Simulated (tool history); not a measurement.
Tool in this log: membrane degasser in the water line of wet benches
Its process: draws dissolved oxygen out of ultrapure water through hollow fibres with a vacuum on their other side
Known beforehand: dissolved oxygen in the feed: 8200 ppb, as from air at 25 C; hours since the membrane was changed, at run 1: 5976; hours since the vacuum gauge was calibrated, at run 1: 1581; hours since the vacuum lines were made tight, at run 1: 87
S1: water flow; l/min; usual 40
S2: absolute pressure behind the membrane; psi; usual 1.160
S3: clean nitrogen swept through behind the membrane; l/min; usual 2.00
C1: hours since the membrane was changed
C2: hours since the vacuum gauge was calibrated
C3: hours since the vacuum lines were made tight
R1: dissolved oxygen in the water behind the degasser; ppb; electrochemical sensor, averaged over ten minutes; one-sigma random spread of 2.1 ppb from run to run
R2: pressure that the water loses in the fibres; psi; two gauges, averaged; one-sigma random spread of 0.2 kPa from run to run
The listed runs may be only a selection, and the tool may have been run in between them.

| run | day | S1 | S2 | S3 | C1 | C2 | C3 | R1 | R2 |
|---|---|---|---|---|---|---|---|---|---|
| 1 | 0.000 | 40 | 1.160 | 2.00 | 5976 | 1581 | 87 | 239.7 | 6.340 |
| 2 | 2.850 | 40 | 1.160 | 2.00 | 6044 | 1649 | 155 | 238.5 | 6.305 |
| 3 | 7.767 | 40 | 1.160 | 2.00 | 6162 | 1767 | 273 | 244.4 | 6.335 |
| 4 | 10.312 | 40 | 1.160 | 2.00 | 6223 | 1829 | 334 | 237.1 | 6.335 |
| 5 | 16.567 | 52 | 1.160 | 2.00 | 6373 | 1979 | 484 | 324.3 | 8.228 |
| 6 | 21.821 | 52 | 1.160 | 2.00 | 6499 | 2105 | 610 | 326.2 | 8.195 |
| 7 | 24.467 | 52 | 1.160 | 2.00 | 6563 | 2168 | 674 | 320.8 | 8.186 |
| 8 | 27.254 | 40 | 2.834 | 2.00 | 6630 | 2235 | 741 | 714.9 | 6.345 |
| 9 | 29.946 | 40 | 1.160 | 1.04 | 6694 | 2300 | 805 | 386.8 | 6.315 |
| 10 | 33.942 | 40 | 1.160 | 2.00 | 6790 | 2396 | 901 | 243.5 | 6.350 |
| 11 | 36.733 | 40 | 1.160 | 2.00 | 6857 | 2463 | 968 | 241.7 | 6.342 |
| 12 | 40.196 | 40 | 1.160 | 2.00 | 6940 | 2546 | 1051 | 241.9 | 6.332 |
| 13 | 45.325 | 40 | 1.160 | 2.00 | 7063 | 2669 | 1174 | 240.2 | 6.358 |
| 14 | 49.658 | 40 | 1.160 | 2.00 | 7167 | 2773 | 1278 | 243.0 | 6.309 |
| 15 | 53.121 | 40 | 1.936 | 2.00 | 7250 | 2856 | 1362 | 463.1 | 6.334 |
| 16 | 58.204 | 40 | 1.936 | 2.00 | 7372 | 2978 | 1484 | 462.6 | 6.319 |
| 17 | 64.271 | 40 | 1.349 | 4.11 | 7518 | 3123 | 1629 | 170.7 | 6.356 |
| 18 | 70.508 | 55 | 2.042 | 4.11 | 7668 | 3273 | 1779 | 395.4 | 8.670 |
| 19 | 73.583 | 55 | 1.494 | 2.49 | 7741 | 3347 | 1853 | 402.9 | 8.651 |
| 20 | 77.871 | 57 | 2.537 | 2.16 | 7844 | 3450 | 1956 | 817.3 | 9.052 |
| 21 | 81.412 | 57 | 2.537 | 2.16 | 7929 | 3535 | 2040 | 825.2 | 9.010 |
| 22 | 86.221 | 57 | 2.537 | 2.16 | 8045 | 3650 | 2156 | 810.6 | 9.063 |
| 23 | 92.425 | 40 | 1.160 | 0.87 | 8194 | 3799 | 2305 | 436.7 | 6.331 |
| 24 | 96.912 | 26 | 1.706 | 3.29 | 8301 | 3907 | 2413 | 168.1 | 4.134 |
| 25 | 101.392 | 26 | 1.706 | 3.29 | 8409 | 4014 | 2520 | 169.8 | 4.070 |
| 26 | 105.392 | 26 | 1.706 | 3.29 | 8505 | 4110 | 2616 | 167.3 | 4.116 |
| 27 | 109.038 | 40 | 1.160 | 2.64 | 8592 | 4198 | 2703 | 193.6 | 6.327 |
|  | 113.462 | vacuum gauge calibrated |
| 28 | 114.412 | 42 | 1.437 | 3.18 | 8721 | 23 | 2832 | 241.1 | 6.669 |
| 29 | 118.575 | 42 | 1.437 | 3.18 | 8821 | 123 | 2932 | 237.2 | 6.624 |
| 30 | 122.479 | 42 | 1.437 | 3.18 | 8915 | 216 | 3026 | 232.3 | 6.651 |
| 31 | 126.129 | 42 | 1.437 | 3.18 | 9002 | 304 | 3113 | 237.9 | 6.649 |
| 32 | 130.646 | 40 | 1.160 | 2.21 | 9111 | 412 | 3222 | 221.8 | 6.329 |

3 ways to go on from here, each from the tool as it stands after run 32. What would each give?
| A | 135.992 | 48 | 2.762 | 5.01 | 9239 | 541 | 3350 | ? | ? |
| B | 135.992 | 40 | 0.877 | 1.27 | 9239 | 541 | 3350 | ? | ? |
| C | 135.992 | 40 | 1.301 | 1.72 | 9239 | 541 | 3350 | ? | ? |

| run | R1 | R2 |
|---|---|---|
| A | 392.7 | 7.581 |
| B | 216.5 | 6.277 |
| C | 316.1 | 6.311 |
Without the tool's unlogged condition, the same runs would have read:
| run | R1 | R2 |
|---|---|---|
| A | 392.5 | 7.574 |
| B | 216.3 | 6.271 |
| C | 316.0 | 6.305 |

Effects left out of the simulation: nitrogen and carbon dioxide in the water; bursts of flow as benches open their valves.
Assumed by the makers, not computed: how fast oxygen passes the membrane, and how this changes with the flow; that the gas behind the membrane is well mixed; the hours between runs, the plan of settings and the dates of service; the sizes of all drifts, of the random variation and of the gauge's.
